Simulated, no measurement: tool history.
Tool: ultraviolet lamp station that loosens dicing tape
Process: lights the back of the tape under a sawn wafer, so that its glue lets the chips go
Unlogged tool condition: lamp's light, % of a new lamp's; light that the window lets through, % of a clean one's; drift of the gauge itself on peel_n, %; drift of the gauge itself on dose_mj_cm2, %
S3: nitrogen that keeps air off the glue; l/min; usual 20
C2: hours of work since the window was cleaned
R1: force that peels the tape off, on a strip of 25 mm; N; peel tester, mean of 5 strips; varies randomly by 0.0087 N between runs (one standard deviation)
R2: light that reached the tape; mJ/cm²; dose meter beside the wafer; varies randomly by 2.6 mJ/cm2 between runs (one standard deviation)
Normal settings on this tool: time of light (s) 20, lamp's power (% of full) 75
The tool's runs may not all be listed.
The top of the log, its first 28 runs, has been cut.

run 29 day=18.229 | time_of_light_(s)=26 lamp's_power_(%_of_full)=75 S3=9 | hours_of_work_of_the_lamp=572 C2=291 | R1=0.338 R2=432
run 30 day=18.958 | time_of_light_(s)=37 lamp's_power_(%_of_full)=75 S3=37 | hours_of_work_of_the_lamp=586 C2=305 | R1=0.132 R2=620
run 31 day=19.683 | time_of_light_(s)=37 lamp's_power_(%_of_full)=75 S3=20 | hours_of_work_of_the_lamp=600 C2=319 | R1=0.140 R2=618
run 32 day=20.342 | time_of_light_(s)=37 lamp's_power_(%_of_full)=75 S3=20 | hours_of_work_of_the_lamp=612 C2=331 | R1=0.133 R2=627
run 33 day=21.108 | time_of_light_(s)=16 lamp's_power_(%_of_full)=63 S3=21 | hours_of_work_of_the_lamp=627 C2=346 | R1=0.815 R2=223
run 34 day=21.879 | time_of_light_(s)=16 lamp's_power_(%_of_full)=63 S3=21 | hours_of_work_of_the_lamp=642 C2=361 | R1=0.786 R2=226
run 35 day=22.646 | time_of_light_(s)=34 lamp's_power_(%_of_full)=75 S3=20 | hours_of_work_of_the_lamp=656 C2=375 | R1=0.146 R2=575
run 36 day=23.271 | time_of_light_(s)=19 lamp's_power_(%_of_full)=75 S3=13 | hours_of_work_of_the_lamp=668 C2=387 | R1=0.515 R2=318
run 37 day=24.058 | time_of_light_(s)=19 lamp's_power_(%_of_full)=75 S3=13 | hours_of_work_of_the_lamp=683 C2=402 | R1=0.534 R2=322
run 38 day=24.638 | time_of_light_(s)=19 lamp's_power_(%_of_full)=75 S3=10 | hours_of_work_of_the_lamp=694 C2=413 | R1=0.626 R2=319
run 39 day=25.367 | time_of_light_(s)=20 lamp's_power_(%_of_full)=77 S3=20 | hours_of_work_of_the_lamp=708 C2=427 | R1=0.364 R2=343
run 40 day=25.796 | time_of_light_(s)=20 lamp's_power_(%_of_full)=77 S3=20 | hours_of_work_of_the_lamp=716 C2=435 | R1=0.345 R2=342

5 options for the next run, each taken on its own from the tool as it stands now. Forecast them:
run A day=26.617 | time_of_light_(s)=19 lamp's_power_(%_of_full)=72 S3=20 | hours_of_work_of_the_lamp=732 C2=451 | R1=? R2=?
run B day=26.617 | time_of_light_(s)=20 lamp's_power_(%_of_full)=75 S3=10 | hours_of_work_of_the_lamp=732 C2=451 | R1=? R2=?
run C day=26.617 | time_of_light_(s)=32 lamp's_power_(%_of_full)=80 S3=8 | hours_of_work_of_the_lamp=732 C2=451 | R1=? R2=?
run D day=26.617 | time_of_light_(s)=31 lamp's_power_(%_of_full)=95 S3=8 | hours_of_work_of_the_lamp=732 C2=451 | R1=? R2=?
run E day=26.617 | time_of_light_(s)=30 lamp's_power_(%_of_full)=75 S3=38 | hours_of_work_of_the_lamp=732 C2=451 | R1=? R2=?

run=A R1=0.437 R2=310
run=B R1=0.571 R2=337
run=C R1=0.213 R2=571
run=D R1=0.168 R2=662
run=E R1=0.142 R2=506
The same runs, with their run-to-run variation unchanged, on a tool lacking any hidden condition would have given:
run=A R1=0.434 R2=311
run=B R1=0.567 R2=338
run=C R1=0.211 R2=573
run=D R1=0.167 R2=664
run=E R1=0.142 R2=507

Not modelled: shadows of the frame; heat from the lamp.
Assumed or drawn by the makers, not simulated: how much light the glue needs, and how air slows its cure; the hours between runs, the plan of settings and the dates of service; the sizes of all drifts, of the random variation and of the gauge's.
